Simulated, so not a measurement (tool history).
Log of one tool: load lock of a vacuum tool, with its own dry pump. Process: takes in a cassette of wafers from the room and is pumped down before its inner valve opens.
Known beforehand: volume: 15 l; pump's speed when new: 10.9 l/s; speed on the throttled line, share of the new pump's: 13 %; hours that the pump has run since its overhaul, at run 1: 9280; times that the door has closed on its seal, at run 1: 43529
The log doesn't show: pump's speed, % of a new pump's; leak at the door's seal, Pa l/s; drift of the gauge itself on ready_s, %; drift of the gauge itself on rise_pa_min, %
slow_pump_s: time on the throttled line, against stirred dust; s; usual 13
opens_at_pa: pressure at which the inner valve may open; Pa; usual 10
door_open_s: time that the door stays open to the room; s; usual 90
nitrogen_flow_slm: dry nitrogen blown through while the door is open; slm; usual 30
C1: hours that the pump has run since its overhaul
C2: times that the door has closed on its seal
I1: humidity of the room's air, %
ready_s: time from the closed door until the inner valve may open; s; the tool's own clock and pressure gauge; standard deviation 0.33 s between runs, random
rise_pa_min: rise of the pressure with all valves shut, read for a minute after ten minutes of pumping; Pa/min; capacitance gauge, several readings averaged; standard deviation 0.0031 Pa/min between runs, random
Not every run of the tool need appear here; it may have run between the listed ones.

run 1 hour=0 | slow_pump_s=13 opens_at_pa=10 door_open_s=90 nitrogen_flow_slm=30 | C1=9280 C2=43529 | I1=43 | ready_s=25.4 rise_pa_min=0.33
run 2 hour=193 | slow_pump_s=8 opens_at_pa=10 door_open_s=90 nitrogen_flow_slm=30 | C1=9473 C2=44399 | I1=43.6 | ready_s=20.7 rise_pa_min=0.34
run 3 hour=309.1 | slow_pump_s=11 opens_at_pa=10 door_open_s=90 nitrogen_flow_slm=30 | C1=9589 C2=44923 | I1=46 | ready_s=23.3 rise_pa_min=0.347
-- hour=389.6 door's seal changed, seat wiped
run 4 hour=471 | slow_pump_s=11 opens_at_pa=10 door_open_s=90 nitrogen_flow_slm=30 | C1=9749 C2=367 | I1=43.8 | ready_s=23.2 rise_pa_min=0.065
run 5 hour=685.4 | slow_pump_s=11 opens_at_pa=10 door_open_s=90 nitrogen_flow_slm=30 | C1=9963 C2=1334 | I1=46.1 | ready_s=23.5 rise_pa_min=0.069
run 6 hour=931.9 | slow_pump_s=11 opens_at_pa=10 door_open_s=90 nitrogen_flow_slm=30 | C1=10210 C2=2446 | I1=46.2 | ready_s=22.8 rise_pa_min=0.066
run 7 hour=1157.5 | slow_pump_s=11 opens_at_pa=10 door_open_s=90 nitrogen_flow_slm=30 | C1=10435 C2=3464 | I1=44.3 | ready_s=24.2 rise_pa_min=0.066
run 8 hour=1375.9 | slow_pump_s=13 opens_at_pa=10 door_open_s=90 nitrogen_flow_slm=42 | C1=10654 C2=4450 | I1=46 | ready_s=25 rise_pa_min=0.063
run 9 hour=1566.9 | slow_pump_s=13 opens_at_pa=8 door_open_s=90 nitrogen_flow_slm=30 | C1=10845 C2=5311 | I1=44.9 | ready_s=25.8 rise_pa_min=0.08
run 10 hour=1802.6 | slow_pump_s=13 opens_at_pa=8 door_open_s=90 nitrogen_flow_slm=30 | C1=11081 C2=6375 | I1=43.6 | ready_s=25.7 rise_pa_min=0.081
run 11 hour=2025.8 | slow_pump_s=13 opens_at_pa=8 door_open_s=90 nitrogen_flow_slm=30 | C1=11304 C2=7382 | I1=43.6 | ready_s=25.5 rise_pa_min=0.09
run 12 hour=2254.5 | slow_pump_s=13 opens_at_pa=8 door_open_s=90 nitrogen_flow_slm=30 | C1=11533 C2=8414 | I1=43.4 | ready_s=25.2 rise_pa_min=0.088
run 13 hour=2413.9 | slow_pump_s=13 opens_at_pa=10 door_open_s=90 nitrogen_flow_slm=5 | C1=11692 C2=9133 | I1=44.5 | ready_s=24.9 rise_pa_min=0.127
run 14 hour=2520.9 | slow_pump_s=13 opens_at_pa=10 door_open_s=54 nitrogen_flow_slm=30 | C1=11799 C2=9616 | I1=47 | ready_s=25.2 rise_pa_min=0.077
run 15 hour=2662.1 | slow_pump_s=13 opens_at_pa=10 door_open_s=157 nitrogen_flow_slm=30 | C1=11940 C2=10253 | I1=45.1 | ready_s=25.2 rise_pa_min=0.116
run 16 hour=2894.9 | slow_pump_s=13 opens_at_pa=10 door_open_s=157 nitrogen_flow_slm=30 | C1=12173 C2=11303 | I1=45.6 | ready_s=24.8 rise_pa_min=0.119
run 17 hour=3050.2 | slow_pump_s=13 opens_at_pa=10 door_open_s=157 nitrogen_flow_slm=30 | C1=12328 C2=12004 | I1=43.8 | ready_s=25.4 rise_pa_min=0.121
run 18 hour=3182.8 | slow_pump_s=13 opens_at_pa=10 door_open_s=90 nitrogen_flow_slm=8 | C1=12461 C2=12602 | I1=44.6 | ready_s=25.5 rise_pa_min=0.13
run 19 hour=3303.8 | slow_pump_s=13 opens_at_pa=10 door_open_s=90 nitrogen_flow_slm=8 | C1=12582 C2=13148 | I1=44.2 | ready_s=25.7 rise_pa_min=0.129
run 20 hour=3503.5 | slow_pump_s=21 opens_at_pa=8 door_open_s=90 nitrogen_flow_slm=5 | C1=12782 C2=14049 | I1=43.2 | ready_s=32.6 rise_pa_min=0.14
run 21 hour=3624.4 | slow_pump_s=21 opens_at_pa=8 door_open_s=90 nitrogen_flow_slm=5 | C1=12902 C2=14594 | I1=42.1 | ready_s=33.1 rise_pa_min=0.149
run 22 hour=3733.1 | slow_pump_s=16 opens_at_pa=15 door_open_s=90 nitrogen_flow_slm=38 | C1=13011 C2=15085 | I1=44.8 | ready_s=26.4 rise_pa_min=0.115
run 23 hour=3898.4 | slow_pump_s=16 opens_at_pa=15 door_open_s=90 nitrogen_flow_slm=38 | C1=13176 C2=15831 | I1=44.9 | ready_s=27.5 rise_pa_min=0.11
run 24 hour=4071.3 | slow_pump_s=7 opens_at_pa=10 door_open_s=37 nitrogen_flow_slm=30 | C1=13349 C2=16611 | I1=44.9 | ready_s=20.6 rise_pa_min=0.101
run 25 hour=4246.9 | slow_pump_s=7 opens_at_pa=10 door_open_s=37 nitrogen_flow_slm=30 | C1=13525 C2=17403 | I1=45.8 | ready_s=20 rise_pa_min=0.107
run 26 hour=4358 | slow_pump_s=13 opens_at_pa=18 door_open_s=51 nitrogen_flow_slm=30 | C1=13636 C2=17904 | I1=44.2 | ready_s=24 rise_pa_min=0.121
run 27 hour=4615 | slow_pump_s=11 opens_at_pa=10 door_open_s=90 nitrogen_flow_slm=4 | C1=13893 C2=19064 | I1=43.1 | ready_s=23.3 rise_pa_min=0.173
run 28 hour=4770.7 | slow_pump_s=8 opens_at_pa=10 door_open_s=58 nitrogen_flow_slm=30 | C1=14049 C2=19766 | I1=43.4 | ready_s=20.7 rise_pa_min=0.119
run 29 hour=5024.2 | slow_pump_s=20 opens_at_pa=10 door_open_s=170 nitrogen_flow_slm=30 | C1=14302 C2=20910 | I1=45.8 | ready_s=31.7 rise_pa_min=0.167
run 30 hour=5279.2 | slow_pump_s=13 opens_at_pa=20 door_open_s=101 nitrogen_flow_slm=5 | C1=14557 C2=22061 | I1=47.9 | ready_s=24.8 rise_pa_min=0.2
run 31 hour=5440.5 | slow_pump_s=10 opens_at_pa=10 door_open_s=90 nitrogen_flow_slm=8 | C1=14719 C2=22788 | I1=50.3 | ready_s=23.3 rise_pa_min=0.195
run 32 hour=5565.7 | slow_pump_s=10 opens_at_pa=10 door_open_s=90 nitrogen_flow_slm=8 | C1=14844 C2=23353 | I1=44.6 | ready_s=22.7 rise_pa_min=0.19
run 33 hour=5770 | slow_pump_s=10 opens_at_pa=10 door_open_s=90 nitrogen_flow_slm=8 | C1=15048 C2=24275 | I1=47.2 | ready_s=23.5 rise_pa_min=0.206
run 34 hour=5959.4 | slow_pump_s=18 opens_at_pa=10 door_open_s=25 nitrogen_flow_slm=5 | C1=15237 C2=25130 | I1=46.2 | ready_s=30 rise_pa_min=0.162
run 35 hour=6134.9 | slow_pump_s=18 opens_at_pa=10 door_open_s=121 nitrogen_flow_slm=6 | C1=15413 C2=25921 | I1=48.6 | ready_s=30 rise_pa_min=0.234
run 36 hour=6301.5 | slow_pump_s=10 opens_at_pa=13 door_open_s=90 nitrogen_flow_slm=30 | C1=15579 C2=26673 | I1=48.8 | ready_s=23.2 rise_pa_min=0.186

Forecast each of these 5 alternatives for the next run:
run A hour=6484.8 | slow_pump_s=16 opens_at_pa=8 door_open_s=90 nitrogen_flow_slm=30 | C1=15763 C2=27500 | I1=48.9 | ready_s=? rise_pa_min=?
run B hour=6484.8 | slow_pump_s=14 opens_at_pa=8 door_open_s=90 nitrogen_flow_slm=30 | C1=15763 C2=27500 | I1=46 | ready_s=? rise_pa_min=?
run C hour=6484.8 | slow_pump_s=13 opens_at_pa=11 door_open_s=90 nitrogen_flow_slm=30 | C1=15763 C2=27500 | I1=45 | ready_s=? rise_pa_min=?
run D hour=6484.8 | slow_pump_s=7 opens_at_pa=13 door_open_s=224 nitrogen_flow_slm=30 | C1=15763 C2=27500 | I1=46.9 | ready_s=? rise_pa_min=?
run E hour=6484.8 | slow_pump_s=10 opens_at_pa=12 door_open_s=42 nitrogen_flow_slm=30 | C1=15763 C2=27500 | I1=41.7 | ready_s=? rise_pa_min=?

run=A ready_s=28.6 rise_pa_min=0.192
run=B ready_s=27.4 rise_pa_min=0.18
run=C ready_s=25.6 rise_pa_min=0.191
run=D ready_s=20.4 rise_pa_min=0.223
run=E ready_s=22.7 rise_pa_min=0.164
With no hidden state in the tool, these same runs would have given:
run=A ready_s=26.8 rise_pa_min=0.072
run=B ready_s=25.6 rise_pa_min=0.059
run=C ready_s=23.9 rise_pa_min=0.069
run=D ready_s=18.5 rise_pa_min=0.102
run=E ready_s=21 rise_pa_min=0.044
